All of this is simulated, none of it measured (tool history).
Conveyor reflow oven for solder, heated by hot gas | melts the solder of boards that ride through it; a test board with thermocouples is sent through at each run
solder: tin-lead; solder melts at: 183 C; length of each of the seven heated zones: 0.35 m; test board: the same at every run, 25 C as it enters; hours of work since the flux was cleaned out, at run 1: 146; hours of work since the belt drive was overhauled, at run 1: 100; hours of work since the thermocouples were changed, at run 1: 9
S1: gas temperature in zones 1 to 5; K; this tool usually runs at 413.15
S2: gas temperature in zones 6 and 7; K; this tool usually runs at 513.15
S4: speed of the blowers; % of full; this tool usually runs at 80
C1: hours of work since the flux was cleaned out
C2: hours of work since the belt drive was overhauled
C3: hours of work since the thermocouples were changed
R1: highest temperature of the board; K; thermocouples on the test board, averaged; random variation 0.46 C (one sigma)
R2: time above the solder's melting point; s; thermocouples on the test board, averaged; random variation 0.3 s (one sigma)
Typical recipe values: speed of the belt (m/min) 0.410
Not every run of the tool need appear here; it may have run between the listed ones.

Run 1, hour 0.0: usual settings; C1 146; C2 100; C3 9. Result: R1 503.25 K, R2 90.4 s.
Run 2, hour 8.8: usual settings but S2 519.15 K; C1 152; C2 106; C3 15. Result: R1 508.65 K, R2 94.6 s.
Run 3, hour 19.9: usual settings; C1 160; C2 114; C3 22. Result: R1 503.25 K, R2 90.5 s.
Run 4, hour 25.0: usual settings; C1 163; C2 117; C3 26. Result: R1 503.35 K, R2 90.6 s.
Run 5, hour 36.1: usual settings but S1 422.15 K; C1 171; C2 125; C3 34. Result: R1 504.25 K, R2 94.8 s.
At hour 42.1: flux residue cleaned out of gas plates and filters.
Run 6, hour 48.9: usual settings; C1 5; C2 130; C3 39. Result: R1 504.25 K, R2 92.2 s.
Run 7, hour 55.9: usual settings; C1 9; C2 135; C3 44. Result: R1 503.85 K, R2 91.5 s.
Run 8, hour 64.1: usual settings; C1 15; C2 141; C3 49. Result: R1 504.25 K, R2 91.5 s.
Run 9, hour 73.9: usual settings; C1 22; C2 148; C3 56. Result: R1 505.25 K, R2 90.8 s.
Run 10, hour 82.2: usual settings; C1 28; C2 153; C3 62. Result: R1 504.25 K, R2 91.3 s.
Run 11, hour 88.5: usual settings but S1 410.15 K, speed of the belt (m/min) 0.443, S4 66 % of full; C1 32; C2 158; C3 66. Result: R1 499.15 K, R2 79.6 s.
Run 12, hour 99.9: usual settings but S1 422.15 K, S2 506.15 K, speed of the belt (m/min) 0.451, S4 74 % of full; C1 40; C2 166; C3 74. Result: R1 494.55 K, R2 80.7 s.
Run 13, hour 107.7: usual settings but S1 411.15 K, S2 508.15 K, speed of the belt (m/min) 0.368, S4 59 % of full; C1 45; C2 171; C3 79. Result: R1 498.15 K, R2 95.9 s.
Run 14, hour 114.4: usual settings but S1 411.15 K, S2 508.15 K, speed of the belt (m/min) 0.404, S4 59 % of full; C1 50; C2 176; C3 84. Result: R1 495.75 K, R2 85.1 s.
Run 15, hour 126.8: usual settings but S1 411.15 K, S2 508.15 K, speed of the belt (m/min) 0.431, S4 81 % of full; C1 58; C2 184; C3 93. Result: R1 497.65 K, R2 81.3 s.

3 options for the next run, each taken on its own from the tool as it stands now. Forecast them:
Run A, hour 134.6: usual settings but S1 404.15 K, S4 50 % of full; C1 64; C2 189; C3 98. Result: R1 ?, R2 ?.
Run B, hour 134.6: usual settings but S2 509.15 K, S4 57 % of full; C1 64; C2 189; C3 98. Result: R1 ?, R2 ?.
Run C, hour 134.6: usual settings but S1 411.15 K, S2 527.15 K, speed of the belt (m/min) 0.431, S4 81 % of full; C1 64; C2 189; C3 98. Result: R1 ?, R2 ?.

run      R1    R2
  A  496.75  81.1
  B  496.15  84.7
  C  515.45  93.1
With the hidden condition removed and each run's random variation left untouched, the same runs would have given:
run      R1    R2
  A  497.65  81.7
  B  497.05  85.2
  C  516.45  93.3
